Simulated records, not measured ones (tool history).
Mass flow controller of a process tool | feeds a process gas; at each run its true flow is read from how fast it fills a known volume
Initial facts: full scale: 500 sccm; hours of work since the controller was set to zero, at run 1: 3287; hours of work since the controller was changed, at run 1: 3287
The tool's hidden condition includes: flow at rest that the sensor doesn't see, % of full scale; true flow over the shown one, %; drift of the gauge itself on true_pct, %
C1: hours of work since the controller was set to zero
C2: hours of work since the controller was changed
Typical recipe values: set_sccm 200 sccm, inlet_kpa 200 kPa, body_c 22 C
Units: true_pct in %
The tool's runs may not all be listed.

Run 1, hour 0: usual settings; C1 3287; C2 3287. Result: true_pct 100.08 %.
Run 2, hour 86: usual settings; C1 3352; C2 3352. Result: true_pct 99.96 %.
Run 3, hour 180.5: usual settings; C1 3423; C2 3423. Result: true_pct 99.82 %.
Run 4, hour 250.8: usual settings but inlet_kpa 256 kPa; C1 3476; C2 3476. Result: true_pct 100.09 %.
Run 5, hour 347.3: usual settings; C1 3548; C2 3548. Result: true_pct 99.44 %.
Run 6, hour 401.4: usual settings; C1 3589; C2 3589. Result: true_pct 99.42 %.
Run 7, hour 497.8: usual settings; C1 3661; C2 3661. Result: true_pct 99.28 %.
Run 8, hour 629.2: usual settings; C1 3760; C2 3760. Result: true_pct 99.19 %.
Run 9, hour 708.6: usual settings but set_sccm 195 sccm, inlet_kpa 224 kPa, body_c 34 C; C1 3820; C2 3820. Result: true_pct 98.14 %.
Run 10, hour 806.1: usual settings but set_sccm 195 sccm, inlet_kpa 171 kPa, body_c 21 C; C1 3893; C2 3893. Result: true_pct 98.85 %.
Run 11, hour 904.5: usual settings but set_sccm 195 sccm, inlet_kpa 171 kPa, body_c 21 C; C1 3967; C2 3967. Result: true_pct 98.81 %.
Run 12, hour 1002.9: usual settings but set_sccm 195 sccm, inlet_kpa 171 kPa, body_c 21 C; C1 4041; C2 4041. Result: true_pct 98.63 %.
Run 13, hour 1115.9: usual settings but set_sccm 104 sccm, inlet_kpa 213 kPa; C1 4126; C2 4126. Result: true_pct 98.54 %.
At hour 1199.6: gauge calibrated.
Run 14, hour 1217.4: usual settings but set_sccm 104 sccm, inlet_kpa 213 kPa; C1 4202; C2 4202. Result: true_pct 99.86 %.
Run 15, hour 1280.3: usual settings but set_sccm 104 sccm, inlet_kpa 213 kPa; C1 4249; C2 4249. Result: true_pct 99.95 %.

How the hidden state differs across the entries between the runs, from the last listed run before each to the first after it:
Logged between run 13 and run 14: gauge calibrated (hour 1199.6)
  drift of the gauge itself on true_pct, %: -1.36 -> -0.02
  measured value less the no-hidden-state value, true_pct: -1.36 -> -0.03 %
